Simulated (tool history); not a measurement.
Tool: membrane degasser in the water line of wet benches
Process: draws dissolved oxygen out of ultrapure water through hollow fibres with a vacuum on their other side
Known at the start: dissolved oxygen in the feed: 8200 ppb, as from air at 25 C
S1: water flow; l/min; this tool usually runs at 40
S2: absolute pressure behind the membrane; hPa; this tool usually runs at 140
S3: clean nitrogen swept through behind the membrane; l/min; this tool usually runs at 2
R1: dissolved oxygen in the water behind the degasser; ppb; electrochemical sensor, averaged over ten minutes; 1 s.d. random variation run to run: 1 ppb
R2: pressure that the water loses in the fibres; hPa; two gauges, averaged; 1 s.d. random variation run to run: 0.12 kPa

run	hour	S1	S2	S3	R1	R2
1	0	40	140	2	475.1	324.3
2	144.3	40	140	2	475.7	324.8
3	269.4	40	140	2	474.5	326.6
4	410.6	40	140	3.1	327.6	326.1
5	514.7	40	173	2	607.7	325.2
6	648.2	40	173	2	609.4	326.4
7	826.2	40	140	2	478.6	325.5
8	1045.8	40	140	2	477.7	326
9	1172.5	40	140	2	478.6	326.8
10	1312.2	40	140	2	478.1	327.2
11	1522.9	40	140	2	479.1	328.1
12	1722.8	40	140	2	479.8	325.7
13	1934.9	40	140	2	482.7	329.6
14	2026.7	40	140	2	482.1	329
# hour 2066.5: vacuum gauge calibrated
15	2169.6	40	140	2	466.6	327.6
16	2382.7	40	140	2	465	328.7
17	2473.4	32	274	1.81	884.3	264.5
18	2621	32	225	1.81	719.1	264.6
19	2818.3	47	324	1.09	2002.9	389.1
20	2908.8	47	324	1.09	2005	389
21	3075	40	128	2.42	358.9	329.1

Run 22 has not been measured yet. What should we expect?
22	3223	40	128	2.42	?	?

Run 22 yielded R1 358.6 ppb, R2 330.2 hPa.
With no hidden state in the tool, this same run would have given R1 351.7 ppb, R2 310.2 hPa.
